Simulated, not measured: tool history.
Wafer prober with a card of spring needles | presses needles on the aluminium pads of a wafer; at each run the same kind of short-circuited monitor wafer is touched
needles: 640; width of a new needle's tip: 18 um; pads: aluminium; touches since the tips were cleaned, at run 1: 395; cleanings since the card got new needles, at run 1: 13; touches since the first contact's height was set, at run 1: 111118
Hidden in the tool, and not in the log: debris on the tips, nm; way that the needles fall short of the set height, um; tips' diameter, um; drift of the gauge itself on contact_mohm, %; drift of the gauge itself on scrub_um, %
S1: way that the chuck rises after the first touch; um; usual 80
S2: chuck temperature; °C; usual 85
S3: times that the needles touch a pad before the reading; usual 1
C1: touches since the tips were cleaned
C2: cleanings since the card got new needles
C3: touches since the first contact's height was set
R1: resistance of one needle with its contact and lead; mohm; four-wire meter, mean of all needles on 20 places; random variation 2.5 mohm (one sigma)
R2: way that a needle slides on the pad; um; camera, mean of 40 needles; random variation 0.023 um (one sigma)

run	hour	S1	S2	S3	C1	C2	C3	R1	R2
1	0.0	80	85	1	395	13	111118	288	14.61
# hour 15.2: tips cleaned on abrasive film
# hour 31.2: tips cleaned on abrasive film
2	36.7	80	85	1	3300	15	132879	306	14.59
# hour 45.6: tips cleaned on abrasive film
# hour 52.2: height of the first contact set anew
# hour 60.8: tips cleaned on abrasive film
# hour 75.2: tips cleaned on abrasive film
3	85.5	80	85	1	6123	18	19719	311	14.79
# hour 91.1: tips cleaned on abrasive film
# hour 105.1: tips cleaned on abrasive film
4	108.0	78	85	1	1748	20	33045	299	14.34
# hour 119.5: tips cleaned on abrasive film
# hour 133.7: tips cleaned on abrasive film
# hour 149.1: tips cleaned on abrasive film
5	159.2	80	85	1	6046	23	63419	311	14.70
# hour 162.5: tips cleaned on abrasive film
# hour 177.3: tips cleaned on abrasive film
# hour 190.8: tips cleaned on abrasive film
6	190.8	80	85	1	0	26	82095	284	14.62
# hour 204.6: tips cleaned on abrasive film
# hour 219.6: tips cleaned on abrasive film
7	230.5	80	85	1	6537	28	105641	309	14.60
# hour 233.0: tips cleaned on abrasive film
# hour 248.0: tips cleaned on abrasive film
8	258.5	80	85	1	6242	30	122211	312	14.59
# hour 263.8: tips cleaned on abrasive film
# hour 279.0: tips cleaned on abrasive film
# hour 290.3: height of the first contact set anew
# hour 293.6: tips cleaned on abrasive film
9	299.7	83	85	1	3615	33	5504	301	15.33
# hour 309.3: tips cleaned on abrasive film
# hour 325.2: tips cleaned on abrasive film
10	325.7	80	85	1	288	35	20897	288	14.70
# hour 340.8: tips cleaned on abrasive film
# hour 356.1: tips cleaned on abrasive film
11	364.7	80	85	1	5157	37	44073	306	14.68
# hour 371.2: tips cleaned on abrasive film
# hour 386.1: tips cleaned on abrasive film
12	394.4	80	85	1	4975	39	61681	309	14.68
# hour 399.9: tips cleaned on abrasive film
# hour 414.9: tips cleaned on abrasive film
# hour 429.3: tips cleaned on abrasive film
13	432.2	79	85	1	1738	42	84037	297	14.45
# hour 444.6: tips cleaned on abrasive film
# hour 459.6: tips cleaned on abrasive film
14	463.0	79	85	1	2016	44	102260	303	14.44
# hour 473.9: tips cleaned on abrasive film
# hour 489.7: tips cleaned on abrasive film
# hour 505.6: tips cleaned on abrasive film
15	508.7	79	85	1	1844	47	129355	299	14.37
# hour 521.5: tips cleaned on abrasive film
# hour 528.1: height of the first contact set anew
# hour 534.5: tips cleaned on abrasive film
# hour 549.8: tips cleaned on abrasive film
16	557.3	75	85	1	4484	50	17278	310	13.83
# hour 563.7: tips cleaned on abrasive film
# hour 576.9: tips cleaned on abrasive film
# hour 592.0: tips cleaned on abrasive film
# hour 607.5: tips cleaned on abrasive film
17	607.7	65	85	1	142	54	47137	292	11.93
# hour 620.5: tips cleaned on abrasive film
# hour 633.3: tips cleaned on abrasive film
18	633.4	65	85	1	54	56	62302	289	11.92
# hour 646.1: tips cleaned on abrasive film
# hour 661.3: tips cleaned on abrasive film
# hour 677.2: tips cleaned on abrasive film
19	680.5	65	85	1	1940	59	90219	313	11.89
# hour 693.1: tips cleaned on abrasive film
# hour 705.8: tips cleaned on abrasive film
# hour 719.2: tips cleaned on abrasive film
20	719.2	65	85	1	0	62	113160	289	11.81
# hour 734.5: tips cleaned on abrasive film
# hour 749.4: tips cleaned on abrasive film
21	761.5	96	102	3	7195	64	138235	289	17.52
# hour 764.2: tips cleaned on abrasive film
# hour 767.7: height of the first contact set anew
# hour 777.3: tips cleaned on abrasive film
# hour 793.2: tips cleaned on abrasive film
# hour 808.9: tips cleaned on abrasive film
22	812.2	69	52	2	1959	68	26325	289	12.70
# hour 821.8: tips cleaned on abrasive film
# hour 837.0: tips cleaned on abrasive film
# hour 851.7: tips cleaned on abrasive film
23	862.0	69	52	2	6146	71	55869	301	12.61
# hour 865.2: tips cleaned on abrasive film
# hour 880.6: tips cleaned on abrasive film
# hour 896.2: tips cleaned on abrasive film
# hour 912.1: tips cleaned on abrasive film
24	916.0	75	66	2	2329	75	87851	294	13.74
# hour 925.6: tips cleaned on abrasive film
# hour 940.8: tips cleaned on abrasive film
25	946.7	80	71	2	3473	77	106010	291	14.58
# hour 955.4: tips cleaned on abrasive film
# hour 969.7: tips cleaned on abrasive film
# hour 982.6: tips cleaned on abrasive film
26	982.6	99	85	2	0	80	127285	281	18.07
# hour 995.4: tips cleaned on abrasive film
# hour 1004.9: height of the first contact set anew
# hour 1011.3: tips cleaned on abrasive film
# hour 1026.6: tips cleaned on abrasive film
27	1030.5	87	106	1	2307	83	15187	305	16.02

3 ways to go on from here, each from the tool as it stands after run 27. What would each give?
# hour 1042.4: tips cleaned on abrasive film
A	1053.1	91	68	1	6406	84	28597	?	?
# hour 1042.4: tips cleaned on abrasive film
B	1053.1	67	105	2	6406	84	28597	?	?
# hour 1042.4: tips cleaned on abrasive film
C	1053.1	74	57	3	6406	84	28597	?	?

run	R1	R2
A	302	16.76
B	312	12.32
C	288	13.62
Without the tool's hidden state the same runs would have given:
run	R1	R2
A	277	16.81
B	287	12.36
C	275	13.66

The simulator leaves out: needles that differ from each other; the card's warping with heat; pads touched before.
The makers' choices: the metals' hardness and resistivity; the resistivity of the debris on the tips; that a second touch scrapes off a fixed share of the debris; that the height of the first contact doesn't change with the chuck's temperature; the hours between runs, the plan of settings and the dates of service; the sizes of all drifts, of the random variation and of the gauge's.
